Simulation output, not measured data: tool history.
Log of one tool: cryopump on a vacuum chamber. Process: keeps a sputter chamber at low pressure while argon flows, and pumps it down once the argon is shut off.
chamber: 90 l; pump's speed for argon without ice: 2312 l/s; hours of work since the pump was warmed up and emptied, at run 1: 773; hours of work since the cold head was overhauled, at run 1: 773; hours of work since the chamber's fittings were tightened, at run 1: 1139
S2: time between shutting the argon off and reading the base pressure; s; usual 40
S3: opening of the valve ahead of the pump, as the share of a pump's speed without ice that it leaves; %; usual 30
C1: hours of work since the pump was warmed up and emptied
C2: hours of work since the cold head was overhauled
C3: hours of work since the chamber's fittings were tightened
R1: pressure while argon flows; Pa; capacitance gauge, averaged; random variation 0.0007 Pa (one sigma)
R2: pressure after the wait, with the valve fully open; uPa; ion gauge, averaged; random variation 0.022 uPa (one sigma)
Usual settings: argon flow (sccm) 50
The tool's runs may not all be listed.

Run 1, day 0: usual settings; C1 773; C2 773; C3 1139. Result: R1 0.1311 Pa, R2 1.15 uPa.
Run 2, day 2.142: usual settings; C1 796; C2 796; C3 1162. Result: R1 0.13 Pa, R2 1.19 uPa.
Run 3, day 4.362: usual settings; C1 819; C2 819; C3 1185. Result: R1 0.1309 Pa, R2 1.15 uPa.
Run 4, day 6.038: usual settings but S2 77 s; C1 837; C2 837; C3 1203. Result: R1 0.1325 Pa, R2 0.99 uPa.
Run 5, day 8.096: usual settings but S2 77 s; C1 858; C2 858; C3 1224. Result: R1 0.1321 Pa, R2 1.03 uPa.
Run 6, day 10.35: usual settings but S3 24 %; C1 882; C2 882; C3 1248. Result: R1 0.1621 Pa, R2 1.18 uPa.
Run 7, day 11.721: usual settings but S3 34 %; C1 896; C2 896; C3 1262. Result: R1 0.1177 Pa, R2 1.2 uPa.
Run 8, day 12.954: usual settings but S3 34 %; C1 909; C2 909; C3 1275. Result: R1 0.1184 Pa, R2 1.24 uPa.
Run 9, day 14.267: usual settings but S3 34 %; C1 923; C2 923; C3 1289. Result: R1 0.1192 Pa, R2 1.23 uPa.
Run 10, day 15.517: usual settings but argon flow (sccm) 52; C1 936; C2 936; C3 1302. Result: R1 0.1382 Pa, R2 1.24 uPa.
At day 16.825: pump warmed up, emptied and cooled again.
Run 11, day 18.029: usual settings but argon flow (sccm) 52; C1 13; C2 960; C3 1326. Result: R1 0.1286 Pa, R2 1.12 uPa.
Run 12, day 19.4: usual settings but S3 20 %; C1 27; C2 975; C3 1341. Result: R1 0.1851 Pa, R2 1.06 uPa.
Run 13, day 21.225: usual settings but S3 20 %; C1 46; C2 994; C3 1360. Result: R1 0.1831 Pa, R2 1.14 uPa.
Run 14, day 22.825: usual settings but S3 20 %; C1 63; C2 1011; C3 1377. Result: R1 0.1844 Pa, R2 1.08 uPa.
Run 15, day 24.062: usual settings but S3 20 %; C1 76; C2 1024; C3 1390. Result: R1 0.1858 Pa, R2 1.09 uPa.
Run 16, day 25.975: usual settings but argon flow (sccm) 97, S2 205 s, S3 44 %; C1 96; C2 1044; C3 1410. Result: R1 0.1652 Pa, R2 0.83 uPa.
Run 17, day 28.208: usual settings but argon flow (sccm) 42; C1 119; C2 1067; C3 1433. Result: R1 0.1042 Pa, R2 1.16 uPa.
Run 18, day 29.721: usual settings but argon flow (sccm) 31, S2 37 s, S3 26 %; C1 135; C2 1083; C3 1449. Result: R1 0.0886 Pa, R2 1.14 uPa.
Run 19, day 32.021: usual settings but argon flow (sccm) 31, S2 37 s, S3 26 %; C1 159; C2 1107; C3 1473. Result: R1 0.0884 Pa, R2 1.24 uPa.
Run 20, day 33.367: usual settings but S2 67 s, S3 31 %; C1 174; C2 1121; C3 1487. Result: R1 0.1212 Pa, R2 1 uPa.
Run 21, day 35.3: usual settings but S2 196 s, S3 42 %; C1 194; C2 1142; C3 1508. Result: R1 0.09 Pa, R2 0.84 uPa.
Run 22, day 36.562: usual settings but argon flow (sccm) 69, S2 80 s, S3 42 %; C1 207; C2 1155; C3 1521. Result: R1 0.1246 Pa, R2 1.04 uPa.
Run 23, day 37.908: usual settings but S2 114 s, S3 38 %; C1 221; C2 1169; C3 1535. Result: R1 0.0987 Pa, R2 0.94 uPa.
Run 24, day 39.546: usual settings but argon flow (sccm) 25, S2 34 s, S3 32 %; C1 238; C2 1186; C3 1552. Result: R1 0.0594 Pa, R2 1.27 uPa.
Run 25, day 40.75: usual settings but argon flow (sccm) 28, S2 83 s, S3 16 %; C1 251; C2 1199; C3 1565. Result: R1 0.129 Pa, R2 1.04 uPa.
Run 26, day 42.6: usual settings but argon flow (sccm) 30, S2 224 s, S3 48 %; C1 271; C2 1218; C3 1584. Result: R1 0.0481 Pa, R2 0.88 uPa.
Run 27, day 44.558: usual settings but argon flow (sccm) 30, S2 224 s, S3 48 %; C1 291; C2 1239; C3 1605. Result: R1 0.0471 Pa, R2 0.9 uPa.
Run 28, day 46.583: usual settings but argon flow (sccm) 52, S2 224 s, S3 19 %; C1 312; C2 1260; C3 1626. Result: R1 0.204 Pa, R2 0.9 uPa.

Hidden state or all else? Some run-to-run changes of R1, split into what the settings, what came in and random variation would give without the hidden state, and what is left for the hidden state (with any gauge scatter that isn't in both results):
The hidden state here: pump's speed, % of a pump's without ice; cold plate's temperature, K; leak into the chamber, uPa l/s; drift of the gauge itself on working_pa, %; drift of the gauge itself on base_upa, %.
Run 10 -> 11: pump warmed up, emptied and cooled again. R1 -0.0096 Pa: hidden state -0.0111, all else +0.0015.
Run 25 -> 26: argon flow (sccm) 28 -> 30, S2 83 -> 224, S3 16 -> 48. R1 -0.0809 Pa: hidden state +0.0003, all else -0.0812.
Run 27 -> 28: argon flow (sccm) 30 -> 52, S3 48 -> 19. R1 +0.1569 Pa: hidden state +0.0019, all else +0.155.
